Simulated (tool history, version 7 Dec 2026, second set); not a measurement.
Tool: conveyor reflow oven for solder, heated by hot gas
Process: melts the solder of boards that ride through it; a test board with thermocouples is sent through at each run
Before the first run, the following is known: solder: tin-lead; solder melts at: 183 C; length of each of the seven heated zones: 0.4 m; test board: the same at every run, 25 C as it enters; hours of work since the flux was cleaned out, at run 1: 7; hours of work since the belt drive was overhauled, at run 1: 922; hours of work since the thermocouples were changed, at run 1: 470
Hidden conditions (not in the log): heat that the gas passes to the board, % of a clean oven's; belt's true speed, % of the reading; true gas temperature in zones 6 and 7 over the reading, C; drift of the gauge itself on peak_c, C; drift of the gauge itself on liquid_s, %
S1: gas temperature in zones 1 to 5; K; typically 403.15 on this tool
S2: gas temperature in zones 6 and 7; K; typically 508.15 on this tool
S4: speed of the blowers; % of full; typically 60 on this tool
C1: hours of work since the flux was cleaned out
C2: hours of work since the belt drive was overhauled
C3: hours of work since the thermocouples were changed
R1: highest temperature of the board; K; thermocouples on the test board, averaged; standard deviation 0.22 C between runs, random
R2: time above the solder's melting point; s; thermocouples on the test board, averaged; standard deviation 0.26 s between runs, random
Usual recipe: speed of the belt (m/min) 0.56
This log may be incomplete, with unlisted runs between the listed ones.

{"run": 1, "hour": 0.0, "S1": 403.15, "S2": 508.15, "speed of the belt (m/min)": 0.56, "S4": 60, "C1": 7, "C2": 922, "C3": 470, "R1": 486.15, "R2": 56.6}
{"run": 2, "hour": 45.9, "S1": 403.15, "S2": 508.15, "speed of the belt (m/min)": 0.56, "S4": 60, "C1": 43, "C2": 957, "C3": 505, "R1": 485.75, "R2": 56.2}
{"run": 3, "hour": 93.8, "S1": 403.15, "S2": 508.15, "speed of the belt (m/min)": 0.56, "S4": 60, "C1": 80, "C2": 995, "C3": 543, "R1": 485.75, "R2": 56.3}
{"run": 4, "hour": 124.6, "S1": 403.15, "S2": 508.15, "speed of the belt (m/min)": 0.56, "S4": 60, "C1": 104, "C2": 1019, "C3": 567, "R1": 485.25, "R2": 56.6}
{"run": 5, "hour": 160.0, "S1": 403.15, "S2": 508.15, "speed of the belt (m/min)": 0.658, "S4": 60, "C1": 132, "C2": 1046, "C3": 594, "R1": 478.65, "R2": 40}
{"run": 6, "hour": 192.1, "S1": 403.15, "S2": 508.15, "speed of the belt (m/min)": 0.658, "S4": 60, "C1": 157, "C2": 1071, "C3": 619, "R1": 478.65, "R2": 39.8}
{"run": 7, "hour": 217.3, "S1": 403.15, "S2": 508.15, "speed of the belt (m/min)": 0.658, "S4": 60, "C1": 176, "C2": 1091, "C3": 639, "R1": 478.75, "R2": 39.6}
{"run": 8, "hour": 249.7, "S1": 403.15, "S2": 508.15, "speed of the belt (m/min)": 0.658, "S4": 60, "C1": 201, "C2": 1116, "C3": 664, "R1": 478.75, "R2": 39.7}
{"run": 9, "hour": 285.6, "S1": 403.15, "S2": 508.15, "speed of the belt (m/min)": 0.658, "S4": 60, "C1": 229, "C2": 1144, "C3": 692, "R1": 478.25, "R2": 39.3}
{"run": 10, "hour": 331.6, "S1": 403.15, "S2": 508.15, "speed of the belt (m/min)": 0.56, "S4": 75, "C1": 265, "C2": 1180, "C3": 728, "R1": 488.35, "R2": 59.9}
{"run": 11, "hour": 370.3, "S1": 403.15, "S2": 500.15, "speed of the belt (m/min)": 0.56, "S4": 75, "C1": 295, "C2": 1210, "C3": 758, "R1": 481.55, "R2": 52.5}
{"run": 12, "hour": 412.9, "S1": 403.15, "S2": 508.15, "speed of the belt (m/min)": 0.56, "S4": 60, "C1": 328, "C2": 1243, "C3": 791, "R1": 484.55, "R2": 55.5}
{"run": 13, "hour": 435.1, "S1": 403.15, "S2": 508.15, "speed of the belt (m/min)": 0.56, "S4": 60, "C1": 346, "C2": 1260, "C3": 808, "R1": 484.65, "R2": 55.1}
{"run": 14, "hour": 462.1, "S1": 403.15, "S2": 521.15, "speed of the belt (m/min)": 0.56, "S4": 60, "C1": 367, "C2": 1281, "C3": 829, "R1": 495.35, "R2": 64.6}
{"run": 15, "hour": 497.0, "S1": 403.15, "S2": 521.15, "speed of the belt (m/min)": 0.56, "S4": 60, "C1": 394, "C2": 1309, "C3": 857, "R1": 494.75, "R2": 64.8}
{"run": 16, "hour": 538.1, "S1": 403.15, "S2": 521.15, "speed of the belt (m/min)": 0.56, "S4": 60, "C1": 426, "C2": 1341, "C3": 889, "R1": 495.05, "R2": 65}
{"run": 17, "hour": 563.3, "S1": 389.15, "S2": 516.15, "speed of the belt (m/min)": 0.61, "S4": 64, "C1": 446, "C2": 1360, "C3": 908, "R1": 484.75, "R2": 46.1}
{"hour": 569.9, "done": "belt drive overhauled, speed set with a stopwatch"}
{"hour": 595.0, "done": "flux residue cleaned out of gas plates and filters"}
{"hour": 612.6, "done": "thermocouples of zones 6 and 7 changed"}
{"run": 18, "hour": 616.4, "S1": 416.15, "S2": 509.15, "speed of the belt (m/min)": 0.603, "S4": 63, "C1": 15, "C2": 31, "C3": 3, "R1": 488.15, "R2": 59.8}
{"run": 19, "hour": 638.4, "S1": 416.15, "S2": 516.15, "speed of the belt (m/min)": 0.603, "S4": 90, "C1": 32, "C2": 48, "C3": 20, "R1": 499.55, "R2": 68.4}
{"run": 20, "hour": 666.7, "S1": 416.15, "S2": 516.15, "speed of the belt (m/min)": 0.603, "S4": 90, "C1": 54, "C2": 70, "C3": 42, "R1": 499.95, "R2": 68.8}
{"hour": 713.6, "done": "belt drive overhauled, speed set with a stopwatch, once more"}
{"run": 21, "hour": 718.9, "S1": 416.15, "S2": 516.15, "speed of the belt (m/min)": 0.625, "S4": 68, "C1": 92, "C2": 4, "C3": 80, "R1": 492.75, "R2": 59.8}
{"run": 22, "hour": 754.5, "S1": 416.15, "S2": 516.15, "speed of the belt (m/min)": 0.625, "S4": 68, "C1": 120, "C2": 32, "C3": 107, "R1": 493.05, "R2": 60}
{"run": 23, "hour": 788.3, "S1": 416.15, "S2": 516.15, "speed of the belt (m/min)": 0.625, "S4": 68, "C1": 146, "C2": 58, "C3": 134, "R1": 492.55, "R2": 59.7}
{"run": 24, "hour": 832.0, "S1": 416.15, "S2": 516.15, "speed of the belt (m/min)": 0.625, "S4": 68, "C1": 180, "C2": 92, "C3": 168, "R1": 492.65, "R2": 59.5}
{"run": 25, "hour": 866.5, "S1": 416.15, "S2": 516.15, "speed of the belt (m/min)": 0.625, "S4": 68, "C1": 207, "C2": 119, "C3": 195, "R1": 492.15, "R2": 59.2}

What will run 26 give?
{"run": 26, "hour": 903.0, "S1": 416.15, "S2": 516.15, "speed of the belt (m/min)": 0.625, "S4": 68, "C1": 235, "C2": 147, "C3": 223, "R1": "?", "R2": "?"}

Run 26 gave R1 491.65 K, R2 59.1 s.
If the tool had no hidden condition, the same run with the same run-to-run variation would have returned R1 493.05 K, R2 60.3 s.
